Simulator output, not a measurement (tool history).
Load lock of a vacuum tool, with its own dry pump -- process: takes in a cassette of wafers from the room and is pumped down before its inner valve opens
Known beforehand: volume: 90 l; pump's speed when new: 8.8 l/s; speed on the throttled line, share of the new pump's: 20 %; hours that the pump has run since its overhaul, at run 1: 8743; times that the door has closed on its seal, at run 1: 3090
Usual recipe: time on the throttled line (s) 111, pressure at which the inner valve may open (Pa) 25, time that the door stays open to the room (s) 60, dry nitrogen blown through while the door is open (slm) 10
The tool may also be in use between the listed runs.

run    hour  time on the throttled line (s)  pressure at which the inner valve may open (Pa)  time that the door stays open to the room (s)  dry nitrogen blown through while the door is open (slm)  hours that the pump has run since its overhaul  times that the door has closed on its seal  incoming humidity of the room's air, %  time from the closed door until the inner valve may open (s)  rise of the pressure with all valves shut (Pa/min)
  1       0                             111                                               25                                             60                                                       10                                            8743                                        3090                                    47.8                                                         181.9                                               0.046
  2    59.4                             111                                               25                                             60                                                       10                                            8802                                        3307                                    43.6                                                         185.2                                                0.05
  3   123.6                             111                                               25                                             60                                                       10                                            8866                                        3542                                    46.4                                                         182.7                                               0.045
  4   180.7                             111                                               25                                             60                                                       10                                            8923                                        3751                                    44.9                                                         184.9                                               0.047
  5   238.9                             111                                               25                                             60                                                       10                                            8982                                        3964                                    44.9                                                         183.4                                               0.046
  6   332.3                             111                                               25                                             60                                                       10                                            9075                                        4306                                    44.8                                                         182.1                                               0.054
  7     412                              99                                               25                                             60                                                       10                                            9155                                        4597                                    46.8                                                         174.9                                               0.048
  8   464.1                              99                                               25                                             60                                                       10                                            9207                                        4788                                    42.9                                                         174.4                                               0.048
  9   560.2                             111                                               25                                             60                                                       10                                            9303                                        5139                                    45.2                                                         185.2                                               0.054
 10   630.9                             111                                               25                                             60                                                       10                                            9374                                        5398                                    44.3                                                         182.9                                               0.054
 11   696.9                             111                                               25                                             60                                                       10                                            9440                                        5639                                    47.2                                                         187.9                                               0.058
 12   747.6                             111                                               25                                             60                                                       10                                            9490                                        5825                                    45.7                                                           184                                               0.054
 13   801.7                             111                                               25                                             60                                                       10                                            9544                                        6023                                      41                                                         184.9                                               0.055
 14   879.8                             111                                               25                                             60                                                       10                                            9622                                        6308                                    41.9                                                         184.7                                               0.053
 15   974.6                             111                                               25                                             60                                                       10                                            9717                                        6655                                    45.9                                                         185.4                                               0.061
 16  1054.2                             111                                               25                                             60                                                       10                                            9797                                        6946                                    43.4                                                         185.2                                               0.056
 17  1143.3                             111                                               25                                             60                                                       10                                            9886                                        7272                                    45.5                                                         185.9                                                0.06
 18  1227.6                             111                                               25                                             60                                                       10                                            9970                                        7581                                    41.7                                                         184.5                                               0.054
 19  1290.9                             111                                               25                                             60                                                       10                                           10034                                        7812                                    43.8                                                         183.9                                               0.063
 20  1354.2                              73                                               21                                             95                                                       10                                           10097                                        8044                                    43.8                                                         158.6                                               0.076
 21  1436.5                              73                                               21                                             95                                                       10                                           10179                                        8344                                    42.6                                                         158.5                                                0.07
 22  1476.5                              73                                               21                                             95                                                       10                                           10219                                        8491                                    40.8                                                         157.8                                               0.075
 23  1550.7                             111                                               21                                             95                                                       10                                           10293                                        8762                                    44.9                                                         188.5                                               0.075
 24  1640.6                             111                                               21                                             95                                                       10                                           10383                                        9091                                      43                                                         187.6                                               0.081
 25  1711.5                             111                                               21                                             95                                                       10                                           10454                                        9351                                    46.3                                                         187.6                                               0.083
 26  1805.2                             103                                               31                                             35                                                       23                                           10548                                        9693                                    45.5                                                         176.8                                               0.054
 27  1874.7                             118                                               28                                             35                                                       15                                           10617                                        9948                                    44.5                                                         193.1                                               0.061
 28  1916.7                             118                                               28                                             35                                                       15                                           10659                                       10101                                    42.6                                                         189.3                                               0.058
 29  1999.4                             118                                               28                                             35                                                       15                                           10742                                       10404                                    47.7                                                           190                                               0.064
 30  2043.5                             111                                               30                                             90                                                        8                                           10786                                       10565                                    45.6                                                         183.2                                               0.088
 31  2094.3                              59                                               18                                             90                                                        8                                           10837                                       10751                                    47.5                                                         150.9                                               0.094
 32  2135.1                              59                                               18                                             90                                                        8                                           10878                                       10900                                      42                                                         151.4                                               0.081
 33  2223.2                              59                                               18                                             90                                                        8                                           10966                                       11222                                    45.2                                                         151.3                                               0.087
 34  2313.6                             217                                               25                                             60                                                       16                                           11056                                       11553                                    46.4                                                         266.7                                               0.075
 35  2380.8                             217                                               25                                             60                                                        9                                           11123                                       11799                                    45.9                                                         266.4                                               0.082
 36  2449.2                             217                                               25                                             60                                                        9                                           11192                                       12049                                    41.9                                                         268.8                                                0.08
 37  2497.9                             217                                               25                                             60                                                        9                                           11241                                       12227                                    43.6                                                         267.5                                               0.084
 38  2572.9                             204                                               25                                             60                                                       10                                           11316                                       12501                                    42.9                                                         257.9                                               0.083

Branching from run 38: 3 alternative next runs. What would each branch give?
  A  2655.5                             210                                               34                                             60                                                        8                                           11398                                       12803                                    44.9                                                             ?                                                   ?
  B  2655.5                              63                                               24                                             60                                                       15                                           11398                                       12803                                    45.4                                                             ?                                                   ?
  C  2655.5                              68                                               25                                            146                                                       10                                           11398                                       12803                                    46.1                                                             ?                                                   ?

run  time from the closed door until the inner valve may open (s)  rise of the pressure with all valves shut (Pa/min)
  A                                                         259.7                                               0.084
  B                                                         149.9                                               0.079
  C                                                         152.7                                               0.111
The same runs, with their run-to-run variation unchanged, on a tool lacking any hidden condition would have given:
run  time from the closed door until the inner valve may open (s)  rise of the pressure with all valves shut (Pa/min)
  A                                                         251.4                                               0.034
  B                                                         134.9                                               0.029
  C                                                         138.1                                               0.061
